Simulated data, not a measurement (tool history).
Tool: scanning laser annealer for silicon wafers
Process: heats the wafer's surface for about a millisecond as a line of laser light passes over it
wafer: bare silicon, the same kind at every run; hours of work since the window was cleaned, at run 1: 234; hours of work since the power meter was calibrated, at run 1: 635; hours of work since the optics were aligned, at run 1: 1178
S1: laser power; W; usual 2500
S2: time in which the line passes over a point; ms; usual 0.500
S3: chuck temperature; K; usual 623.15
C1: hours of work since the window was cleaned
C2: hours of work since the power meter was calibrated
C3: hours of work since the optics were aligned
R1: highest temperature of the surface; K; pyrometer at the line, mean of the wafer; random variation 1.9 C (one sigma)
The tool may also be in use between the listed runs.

run 1 hour=0.0 | S1=2500 S2=0.500 S3=623.15 | C1=234 C2=635 C3=1178 | R1=1412.15
run 2 hour=18.3 | S1=2500 S2=0.500 S3=623.15 | C1=242 C2=644 C3=1187 | R1=1411.15
run 3 hour=54.7 | S1=2500 S2=0.500 S3=623.15 | C1=258 C2=660 C3=1203 | R1=1408.15
run 4 hour=78.9 | S1=2500 S2=0.500 S3=623.15 | C1=269 C2=671 C3=1214 | R1=1410.15
run 5 hour=112.6 | S1=2126 S2=0.500 S3=623.15 | C1=284 C2=686 C3=1229 | R1=1286.15
run 6 hour=132.3 | S1=2500 S2=0.500 S3=623.15 | C1=292 C2=694 C3=1237 | R1=1403.15
run 7 hour=159.1 | S1=2500 S2=0.500 S3=623.15 | C1=304 C2=706 C3=1249 | R1=1400.15
run 8 hour=188.8 | S1=2500 S2=0.500 S3=623.15 | C1=318 C2=719 C3=1263 | R1=1401.15
-- hour=206.4 window over the wafer cleaned
run 9 hour=206.4 | S1=2500 S2=0.500 S3=623.15 | C1=0 C2=726 C3=1270 | R1=1447.15
run 10 hour=231.8 | S1=2500 S2=0.500 S3=658.15 | C1=11 C2=738 C3=1281 | R1=1481.15
run 11 hour=255.9 | S1=2500 S2=0.500 S3=658.15 | C1=22 C2=748 C3=1292 | R1=1478.15
run 12 hour=280.4 | S1=2500 S2=0.500 S3=658.15 | C1=33 C2=759 C3=1302 | R1=1479.15
run 13 hour=308.1 | S1=2500 S2=0.500 S3=658.15 | C1=45 C2=772 C3=1315 | R1=1473.15
run 14 hour=343.2 | S1=2500 S2=0.500 S3=658.15 | C1=61 C2=787 C3=1330 | R1=1476.15
run 15 hour=370.1 | S1=2500 S2=0.500 S3=610.15 | C1=73 C2=799 C3=1342 | R1=1423.15
run 16 hour=391.8 | S1=2500 S2=0.500 S3=623.15 | C1=83 C2=809 C3=1352 | R1=1438.15
run 17 hour=426.6 | S1=2500 S2=0.394 S3=623.15 | C1=98 C2=825 C3=1368 | R1=1353.15
run 18 hour=443.8 | S1=2500 S2=0.394 S3=623.15 | C1=106 C2=832 C3=1375 | R1=1353.15
run 19 hour=467.4 | S1=2747 S2=0.500 S3=623.15 | C1=116 C2=843 C3=1386 | R1=1512.15
run 20 hour=497.4 | S1=2500 S2=0.500 S3=623.15 | C1=130 C2=856 C3=1399 | R1=1429.15
run 21 hour=516.8 | S1=2500 S2=0.500 S3=623.15 | C1=138 C2=865 C3=1408 | R1=1429.15
run 22 hour=548.5 | S1=2500 S2=0.500 S3=623.15 | C1=152 C2=879 C3=1422 | R1=1423.15
run 23 hour=586.5 | S1=2236 S2=0.383 S3=619.15 | C1=169 C2=896 C3=1439 | R1=1255.15
run 24 hour=607.7 | S1=2498 S2=0.500 S3=623.15 | C1=179 C2=905 C3=1448 | R1=1420.15
run 25 hour=625.1 | S1=2437 S2=0.463 S3=644.15 | C1=187 C2=913 C3=1456 | R1=1400.15
run 26 hour=660.5 | S1=2588 S2=0.525 S3=648.15 | C1=202 C2=929 C3=1472 | R1=1490.15
run 27 hour=694.6 | S1=2143 S2=0.574 S3=648.15 | C1=217 C2=944 C3=1487 | R1=1373.15
run 28 hour=725.9 | S1=2143 S2=0.574 S3=648.15 | C1=231 C2=958 C3=1501 | R1=1368.15
run 29 hour=745.6 | S1=2402 S2=0.391 S3=630.15 | C1=240 C2=967 C3=1510 | R1=1311.15
run 30 hour=763.8 | S1=2402 S2=0.391 S3=630.15 | C1=248 C2=975 C3=1518 | R1=1312.15
run 31 hour=798.7 | S1=2461 S2=0.489 S3=630.15 | C1=264 C2=990 C3=1533 | R1=1397.15
run 32 hour=821.6 | S1=2372 S2=0.457 S3=629.15 | C1=274 C2=1000 C3=1544 | R1=1343.15
run 33 hour=852.4 | S1=2372 S2=0.533 S3=621.15 | C1=288 C2=1014 C3=1557 | R1=1386.15
run 34 hour=886.9 | S1=2638 S2=0.460 S3=611.15 | C1=303 C2=1030 C3=1573 | R1=1404.15
run 35 hour=924.0 | S1=2545 S2=0.608 S3=611.15 | C1=320 C2=1046 C3=1589 | R1=1474.15
-- hour=938.3 window over the wafer cleaned
run 36 hour=963.8 | S1=2515 S2=0.608 S3=659.15 | C1=11 C2=1063 C3=1606 | R1=1561.15
run 37 hour=992.0 | S1=2515 S2=0.608 S3=659.15 | C1=24 C2=1075 C3=1619 | R1=1560.15
run 38 hour=1019.0 | S1=2221 S2=0.578 S3=600.15 | C1=36 C2=1087 C3=1631 | R1=1376.15
run 39 hour=1047.0 | S1=2376 S2=0.450 S3=644.15 | C1=48 C2=1100 C3=1643 | R1=1384.15
run 40 hour=1078.4 | S1=2376 S2=0.450 S3=644.15 | C1=62 C2=1114 C3=1657 | R1=1384.15

5 ways to go on from here, each from the tool as it stands after run 40. What would each give?
run A hour=1103.3 | S1=2201 S2=0.394 S3=599.15 | C1=74 C2=1125 C3=1668 | R1=?
run B hour=1103.3 | S1=2193 S2=0.500 S3=623.15 | C1=74 C2=1125 C3=1668 | R1=?
run C hour=1103.3 | S1=2418 S2=0.500 S3=623.15 | C1=74 C2=1125 C3=1668 | R1=?
run D hour=1103.3 | S1=2376 S2=0.601 S3=660.15 | C1=74 C2=1125 C3=1668 | R1=?
run E hour=1103.3 | S1=2670 S2=0.500 S3=595.15 | C1=74 C2=1125 C3=1668 | R1=?

run=A R1=1240.15
run=B R1=1337.15
run=C R1=1407.15
run=D R1=1498.15
run=E R1=1465.15
Without the tool's hidden state the same runs would have given:
run=A R1=1252.15
run=B R1=1350.15
run=C R1=1421.15
run=D R1=1514.15
run=E R1=1481.15
